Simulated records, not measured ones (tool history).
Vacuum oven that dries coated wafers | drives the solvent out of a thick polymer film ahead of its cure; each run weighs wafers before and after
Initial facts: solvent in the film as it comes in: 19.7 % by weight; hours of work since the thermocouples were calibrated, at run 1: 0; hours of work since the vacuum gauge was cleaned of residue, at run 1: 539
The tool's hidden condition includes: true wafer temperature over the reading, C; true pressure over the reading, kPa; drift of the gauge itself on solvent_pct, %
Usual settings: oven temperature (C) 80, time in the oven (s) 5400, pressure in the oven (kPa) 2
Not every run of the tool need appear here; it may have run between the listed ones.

run    hour  oven temperature (C)  time in the oven (s)  pressure in the oven (kPa)  hours of work since the thermocouples were calibrated  hours of work since the vacuum gauge was cleaned of residue  solvent left in the film (%)
  1       0                    80                  5400                           2                                                      0                                                          539                          3.47
  2    83.5                    80                  5400                           2                                                     50                                                          589                          3.49
  3   165.4                    80                  5400                           2                                                     99                                                          638                          3.51
  4   282.6                    80                  5400                           2                                                    170                                                          709                          3.49
  5   350.9                    80                  5400                           2                                                    211                                                          750                          3.54
  6   399.7                    80                  5400                           2                                                    240                                                          779                          3.62
  7   509.1                    80                  5400                           2                                                    306                                                          845                          3.59
  8   600.1                    80                  5400                           2                                                    360                                                          899                           3.6
  9   690.4                    80                  5400                           2                                                    415                                                          953                          3.63
 10     779                    80                  9060                           2                                                    468                                                         1007                          1.87
 11     848                    80                  9060                           2                                                    509                                                         1048                          1.91
 12     956                    80                  9060                           2                                                    574                                                         1113                          1.92
 13  1016.8                    80                  9060                           2                                                    611                                                         1149                          1.89
 14  1118.9                    80                  9060                           2                                                    672                                                         1211                          1.91
 15  1186.3                    80                  9060                           2                                                    712                                                         1251                          1.95
 16  1263.6                    80                  9060                           2                                                    759                                                         1298                          1.96
     1303.4  -- vacuum gauge cleaned of residue and calibrated
 17  1330.8                    80                  9060                           2                                                    798                                                           16                          1.79
 18  1423.4                    80                  5400                           2                                                    854                                                           72                           3.6
     1484.1  -- oven's thermocouples calibrated
 19  1484.1                    80                  4920                           2                                                      0                                                          107                          4.19
 20  1543.6                    80                  4920                           2                                                     36                                                          143                          4.17
 21  1641.9                    74                  5400                           2                                                     95                                                          202                          5.41
 22  1713.2                    74                  5400                           2                                                    138                                                          245                          5.45
 23  1767.2                    74                  5400                           2                                                    170                                                          277                          5.47
     1804.1  -- oven's thermocouples calibrated, once more
 24  1884.2                    70                  5760                        3.14                                                     48                                                          346                          6.55
 25  1967.5                    80                  3120                        6.14                                                     98                                                          396                          7.71
 26  2083.9                    80                  4140                        1.04                                                    168                                                          466                          4.38
 27  2139.4                    80                  4140                        1.04                                                    201                                                          500                          4.44
 28  2212.9                    80                  4140                        1.04                                                    245                                                          544                          4.46
 29  2281.3                    80                  3720                        1.65                                                    287                                                          585                          5.29
 30  2363.8                    80                  4140                        1.65                                                    336                                                          634                          4.69
 31  2452.4                    80                  4140                        1.65                                                    389                                                          688                          4.71
 32  2558.6                    79                  3060                        7.07                                                    453                                                          751                          8.56
 33    2607                    80                  9360                        1.06                                                    482                                                          780                          1.31
 34  2717.7                    72                  8340                        1.28                                                    549                                                          847                           3.3
 35  2813.5                    84                  8040                           2                                                    606                                                          904                          1.57
 36  2861.8                    84                  8040                           2                                                    635                                                          933                          1.59
 37  2928.7                    84                  8040                           2                                                    675                                                          974                          1.59
 38  3000.8                    84                  8040                           2                                                    719                                                         1017                          1.61
 39  3075.9                    80                  4800                           5                                                    764                                                         1062                          5.51
 40  3174.8                    80                  4740                        4.14                                                    823                                                         1121                           5.2
 41  3284.7                    70                  5400                        1.03                                                    889                                                         1187                           6.1
     3294.4  -- oven's thermocouples calibrated
 42  3377.4                    70                  5400                        1.03                                                     50                                                         1242                          6.08
 43  3432.4                    93                  8700                        3.31                                                     83                                                         1275                          1.19
 44  3483.8                    87                  7320                        4.21                                                    114                                                         1306                          2.24
     3508.7  -- vacuum gauge cleaned of residue and calibrated
 45  3537.6                    91                  5400                           2                                                    145                                                           17                          1.49
 46  3600.9                    88                  5400                         2.7                                                    183                                                           55                          2.19

Some steps in solvent left in the film (%), run to run, broken into two amounts with sign: the step expected even without the hidden condition (settings, incoming material, random variation), and the rest, left for the hidden condition together with whatever gauge scatter is not in both the measured and the hidden-condition-free result:
Run 16 -> 17: vacuum gauge cleaned of residue and calibrated. solvent left in the film (%) -0.17: hidden state -0.18, all else +0.01.
Run 23 -> 24: oven temperature (C) 74 -> 70, time in the oven (s) 5400 -> 5760, pressure in the oven (kPa) 2 -> 3.14, oven's thermocouples calibrated, once more. solvent left in the film (%) +1.08: hidden state -0.43, all else +1.51.
Run 32 -> 33: oven temperature (C) 79 -> 80, time in the oven (s) 3060 -> 9360, pressure in the oven (kPa) 7.07 -> 1.06. solvent left in the film (%) -7.25: hidden state +0.01, all else -7.26.
Run 38 -> 39: oven temperature (C) 84 -> 80, time in the oven (s) 8040 -> 4800, pressure in the oven (kPa) 2 -> 5. solvent left in the film (%) +3.9: hidden state +0.08, all else +3.82.
Run 42 -> 43: oven temperature (C) 70 -> 93, time in the oven (s) 5400 -> 8700, pressure in the oven (kPa) 1.03 -> 3.31. solvent left in the film (%) -4.89: hidden state -0.16, all else -4.73.
